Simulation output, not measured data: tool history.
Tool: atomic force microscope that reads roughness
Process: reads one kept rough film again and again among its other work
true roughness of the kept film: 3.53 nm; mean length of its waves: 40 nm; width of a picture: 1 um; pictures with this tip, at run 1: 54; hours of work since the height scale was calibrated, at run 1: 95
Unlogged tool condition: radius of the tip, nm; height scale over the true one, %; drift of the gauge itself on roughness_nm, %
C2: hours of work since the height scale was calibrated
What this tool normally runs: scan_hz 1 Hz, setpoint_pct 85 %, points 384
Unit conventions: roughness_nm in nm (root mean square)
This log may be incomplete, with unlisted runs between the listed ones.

run 1 day=0 | scan_hz=1 setpoint_pct=85 points=384 | pictures_with_this_tip=54 C2=95 | roughness_nm=2.805
run 2 day=0.267 | scan_hz=1 setpoint_pct=85 points=384 | pictures_with_this_tip=62 C2=99 | roughness_nm=2.789
run 3 day=0.467 | scan_hz=1 setpoint_pct=85 points=384 | pictures_with_this_tip=68 C2=101 | roughness_nm=2.786
run 4 day=0.7 | scan_hz=1 setpoint_pct=85 points=384 | pictures_with_this_tip=74 C2=105 | roughness_nm=2.76
-- day=0.958 new tip fitted
run 5 day=1.042 | scan_hz=1 setpoint_pct=77 points=384 | pictures_with_this_tip=3 C2=109 | roughness_nm=3.033
run 6 day=1.367 | scan_hz=1.9 setpoint_pct=85 points=384 | pictures_with_this_tip=12 C2=114 | roughness_nm=2.66
run 7 day=1.596 | scan_hz=1.9 setpoint_pct=85 points=384 | pictures_with_this_tip=19 C2=117 | roughness_nm=2.619
run 8 day=1.938 | scan_hz=1.9 setpoint_pct=85 points=384 | pictures_with_this_tip=29 C2=122 | roughness_nm=2.584
run 9 day=2.158 | scan_hz=1.9 setpoint_pct=85 points=384 | pictures_with_this_tip=35 C2=125 | roughness_nm=2.589
run 10 day=2.496 | scan_hz=1.9 setpoint_pct=85 points=384 | pictures_with_this_tip=45 C2=130 | roughness_nm=2.568
run 11 day=2.9 | scan_hz=1.9 setpoint_pct=85 points=384 | pictures_with_this_tip=57 C2=135 | roughness_nm=2.519
run 12 day=3.279 | scan_hz=1 setpoint_pct=76 points=384 | pictures_with_this_tip=68 C2=141 | roughness_nm=2.875
run 13 day=3.554 | scan_hz=1 setpoint_pct=76 points=384 | pictures_with_this_tip=76 C2=145 | roughness_nm=2.845
-- day=3.771 new tip fitted
run 14 day=3.825 | scan_hz=1 setpoint_pct=85 points=1021 | pictures_with_this_tip=2 C2=148 | roughness_nm=2.958
run 15 day=4.275 | scan_hz=1 setpoint_pct=85 points=1021 | pictures_with_this_tip=15 C2=154 | roughness_nm=2.906
run 16 day=4.738 | scan_hz=1 setpoint_pct=85 points=1021 | pictures_with_this_tip=29 C2=161 | roughness_nm=2.883
run 17 day=5.029 | scan_hz=1 setpoint_pct=85 points=1021 | pictures_with_this_tip=37 C2=165 | roughness_nm=2.853
run 18 day=5.488 | scan_hz=0.69 setpoint_pct=85 points=1021 | pictures_with_this_tip=50 C2=171 | roughness_nm=2.926
run 19 day=5.771 | scan_hz=0.69 setpoint_pct=85 points=1021 | pictures_with_this_tip=59 C2=175 | roughness_nm=2.906
run 20 day=6.212 | scan_hz=0.69 setpoint_pct=85 points=1021 | pictures_with_this_tip=71 C2=182 | roughness_nm=2.86
-- day=6.575 new tip fitted
run 21 day=6.679 | scan_hz=1 setpoint_pct=85 points=384 | pictures_with_this_tip=3 C2=188 | roughness_nm=2.94
run 22 day=7.038 | scan_hz=1 setpoint_pct=85 points=384 | pictures_with_this_tip=14 C2=193 | roughness_nm=2.89
run 23 day=7.375 | scan_hz=1 setpoint_pct=85 points=384 | pictures_with_this_tip=24 C2=198 | roughness_nm=2.889
run 24 day=7.75 | scan_hz=1 setpoint_pct=85 points=384 | pictures_with_this_tip=35 C2=203 | roughness_nm=2.856
run 25 day=8.225 | scan_hz=1 setpoint_pct=85 points=384 | pictures_with_this_tip=48 C2=210 | roughness_nm=2.809
run 26 day=8.692 | scan_hz=1 setpoint_pct=85 points=384 | pictures_with_this_tip=62 C2=216 | roughness_nm=2.77
run 27 day=8.946 | scan_hz=1.95 setpoint_pct=85 points=384 | pictures_with_this_tip=69 C2=220 | roughness_nm=2.477
run 28 day=9.312 | scan_hz=1 setpoint_pct=85 points=534 | pictures_with_this_tip=80 C2=225 | roughness_nm=2.728
-- day=9.362 new tip fitted
run 29 day=9.679 | scan_hz=1 setpoint_pct=76 points=875 | pictures_with_this_tip=9 C2=230 | roughness_nm=3.059
run 30 day=9.912 | scan_hz=1 setpoint_pct=76 points=875 | pictures_with_this_tip=16 C2=233 | roughness_nm=3.027
run 31 day=10.175 | scan_hz=0.84 setpoint_pct=73 points=316 | pictures_with_this_tip=24 C2=237 | roughness_nm=3.06
run 32 day=10.571 | scan_hz=2.57 setpoint_pct=58 points=316 | pictures_with_this_tip=35 C2=242 | roughness_nm=2.967
run 33 day=10.783 | scan_hz=0.73 setpoint_pct=77 points=316 | pictures_with_this_tip=41 C2=245 | roughness_nm=2.968
run 34 day=11.188 | scan_hz=0.95 setpoint_pct=56 points=384 | pictures_with_this_tip=53 C2=251 | roughness_nm=3.059
run 35 day=11.388 | scan_hz=0.95 setpoint_pct=56 points=384 | pictures_with_this_tip=59 C2=254 | roughness_nm=3.069
run 36 day=11.717 | scan_hz=0.82 setpoint_pct=90 points=349 | pictures_with_this_tip=68 C2=258 | roughness_nm=2.753
run 37 day=12.121 | scan_hz=0.52 setpoint_pct=80 points=416 | pictures_with_this_tip=80 C2=264 | roughness_nm=2.918
-- day=12.162 new tip fitted
run 38 day=12.6 | scan_hz=0.51 setpoint_pct=75 points=384 | pictures_with_this_tip=12 C2=271 | roughness_nm=3.15
run 39 day=12.917 | scan_hz=1.81 setpoint_pct=75 points=364 | pictures_with_this_tip=22 C2=275 | roughness_nm=2.856
run 40 day=13.108 | scan_hz=1.81 setpoint_pct=75 points=364 | pictures_with_this_tip=27 C2=278 | roughness_nm=2.869
run 41 day=13.558 | scan_hz=0.73 setpoint_pct=58 points=679 | pictures_with_this_tip=40 C2=284 | roughness_nm=3.158
run 42 day=13.804 | scan_hz=1.91 setpoint_pct=58 points=679 | pictures_with_this_tip=48 C2=287 | roughness_nm=3.033
run 43 day=14.079 | scan_hz=2.93 setpoint_pct=72 points=1012 | pictures_with_this_tip=56 C2=291 | roughness_nm=2.666
run 44 day=14.488 | scan_hz=2.93 setpoint_pct=72 points=1012 | pictures_with_this_tip=67 C2=297 | roughness_nm=2.65
-- day=14.962 new tip fitted
run 45 day=14.979 | scan_hz=3.46 setpoint_pct=72 points=1012 | pictures_with_this_tip=0 C2=304 | roughness_nm=2.72
run 46 day=15.279 | scan_hz=0.8 setpoint_pct=72 points=284 | pictures_with_this_tip=9 C2=308 | roughness_nm=3.113
run 47 day=15.696 | scan_hz=0.8 setpoint_pct=72 points=284 | pictures_with_this_tip=21 C2=314 | roughness_nm=3.089
run 48 day=16.083 | scan_hz=2.47 setpoint_pct=73 points=277 | pictures_with_this_tip=32 C2=319 | roughness_nm=2.756
run 49 day=16.558 | scan_hz=2.47 setpoint_pct=73 points=354 | pictures_with_this_tip=46 C2=326 | roughness_nm=2.709
run 50 day=16.771 | scan_hz=2.47 setpoint_pct=73 points=354 | pictures_with_this_tip=52 C2=329 | roughness_nm=2.696
run 51 day=17.1 | scan_hz=0.62 setpoint_pct=87 points=320 | pictures_with_this_tip=62 C2=333 | roughness_nm=2.875
run 52 day=17.542 | scan_hz=0.62 setpoint_pct=61 points=390 | pictures_with_this_tip=75 C2=340 | roughness_nm=3.033
-- day=17.796 new tip fitted
run 53 day=17.85 | scan_hz=0.9 setpoint_pct=87 points=646 | pictures_with_this_tip=2 C2=344 | roughness_nm=2.949

Pick out some run-to-run changes in roughness_nm. Of each, how much would a tool without hidden state show as well, from the settings, what came in and chance, and how much is left for the hidden state and any gauge scatter not in both results compared?
Run 5 -> 6: scan_hz 1 -> 1.9, setpoint_pct 77 -> 85. roughness_nm -0.373 nm (root mean square): hidden state -0.02, all else -0.353.
Run 13 -> 14: setpoint_pct 76 -> 85, points 384 -> 1021, new tip fitted. roughness_nm +0.113 nm (root mean square): hidden state +0.208, all else -0.095.
Run 37 -> 38: scan_hz 0.52 -> 0.51, setpoint_pct 80 -> 75, points 416 -> 384, new tip fitted. roughness_nm +0.232 nm (root mean square): hidden state +0.206, all else +0.026.
Run 42 -> 43: scan_hz 1.91 -> 2.93, setpoint_pct 58 -> 72, points 679 -> 1012. roughness_nm -0.367 nm (root mean square): hidden state -0.004, all else -0.363.
Run 45 -> 46: scan_hz 3.46 -> 0.8, points 1012 -> 284. roughness_nm +0.393 nm (root mean square): hidden state -0.029, all else +0.422.
Run 52 -> 53: scan_hz 0.62 -> 0.9, setpoint_pct 61 -> 87, points 390 -> 646, new tip fitted. roughness_nm -0.084 nm (root mean square): hidden state +0.215, all else -0.299.

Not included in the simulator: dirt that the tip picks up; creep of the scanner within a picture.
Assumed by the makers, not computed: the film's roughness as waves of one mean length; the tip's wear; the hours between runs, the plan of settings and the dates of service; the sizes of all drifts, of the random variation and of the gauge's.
